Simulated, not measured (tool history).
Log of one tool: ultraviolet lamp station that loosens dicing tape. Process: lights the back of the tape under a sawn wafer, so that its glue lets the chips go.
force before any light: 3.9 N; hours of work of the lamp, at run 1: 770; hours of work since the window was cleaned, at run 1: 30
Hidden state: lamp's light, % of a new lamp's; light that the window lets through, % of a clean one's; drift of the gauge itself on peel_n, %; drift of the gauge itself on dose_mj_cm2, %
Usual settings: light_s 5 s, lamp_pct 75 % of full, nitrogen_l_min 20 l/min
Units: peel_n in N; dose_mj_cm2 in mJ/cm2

run	hour	light_s	lamp_pct	nitrogen_l_min	hours of work of the lamp	hours of work since the window was cleaned	peel_n	dose_mj_cm2
1	0.0	5	75	20	770	30	0.339	325
2	13.7	5	75	20	779	38	0.326	329
3	42.0	5	75	9	796	56	0.597	325
4	61.9	5	75	9	809	68	0.590	326
5	81.0	4	75	20	820	80	0.523	259
6	102.1	4	75	20	833	93	0.534	257
7	119.2	5	74	20	844	104	0.373	319
8	150.8	5	74	20	864	123	0.365	314
9	183.8	5	74	20	884	143	0.385	315
10	217.8	5	74	20	905	164	0.369	309
11	247.8	5	74	20	924	183	0.385	306
12	267.3	5	75	20	936	195	0.384	310
13	296.5	5	75	20	954	213	0.394	310
14	316.0	5	75	20	966	225	0.405	307
15	339.6	5	75	20	980	240	0.396	305
16	367.6	5	75	20	998	257	0.398	299
17	388.5	5	75	7	1011	270	0.777	300
18	410.2	5	75	20	1024	283	0.401	297
19	432.7	3	75	20	1038	297	0.950	176
# hour 434.8: window cleaned of glue's vapour
20	451.7	3	75	20	1049	10	0.933	179
21	474.9	3	75	20	1064	25	0.994	174
22	508.4	3	75	35	1084	46	0.757	173
23	528.4	3	75	35	1097	58	0.736	172
24	557.8	5	95	11	1115	76	0.414	362
25	583.6	5	95	11	1131	92	0.434	358
26	617.2	5	95	11	1152	113	0.424	358
# hour 630.7: window cleaned of glue's vapour, once more
27	631.3	5	95	11	1160	0	0.389	377
28	662.9	3	75	20	1180	20	0.932	176
29	689.0	5	61	11	1196	36	0.804	241
30	714.2	5	61	11	1211	52	0.851	237
31	729.8	5	87	19	1221	61	0.320	331
32	759.5	5	91	33	1239	80	0.227	354
33	776.7	5	91	33	1250	90	0.216	348
34	796.5	5	75	9	1262	103	0.734	283
35	821.1	5	75	9	1277	118	0.734	286
36	847.5	2	93	30	1294	134	1.079	140
37	866.7	3	95	37	1306	146	0.551	212
38	897.7	3	95	37	1325	165	0.539	215
39	924.0	3	95	37	1341	181	0.542	213
40	951.5	3	63	13	1358	198	1.517	138
41	978.8	3	63	13	1375	215	1.489	137
42	1010.5	3	63	13	1394	235	1.452	135
43	1036.3	2	63	7	1410	251	2.311	90
44	1050.6	2	63	7	1419	260	2.400	87

3 ways to go on from here, each from the tool as it stands after run 44. What would each give?
A	1076.3	4	65	14	1435	276	?	?
B	1076.3	9	63	22	1435	276	?	?
C	1076.3	2	63	7	1435	276	?	?

run	peel_n	dose_mj_cm2
A	1.084	183
B	0.224	405
C	2.313	89
Without the tool's hidden state the same runs would have given:
run	peel_n	dose_mj_cm2
A	0.621	270
B	0.132	595
C	1.841	131

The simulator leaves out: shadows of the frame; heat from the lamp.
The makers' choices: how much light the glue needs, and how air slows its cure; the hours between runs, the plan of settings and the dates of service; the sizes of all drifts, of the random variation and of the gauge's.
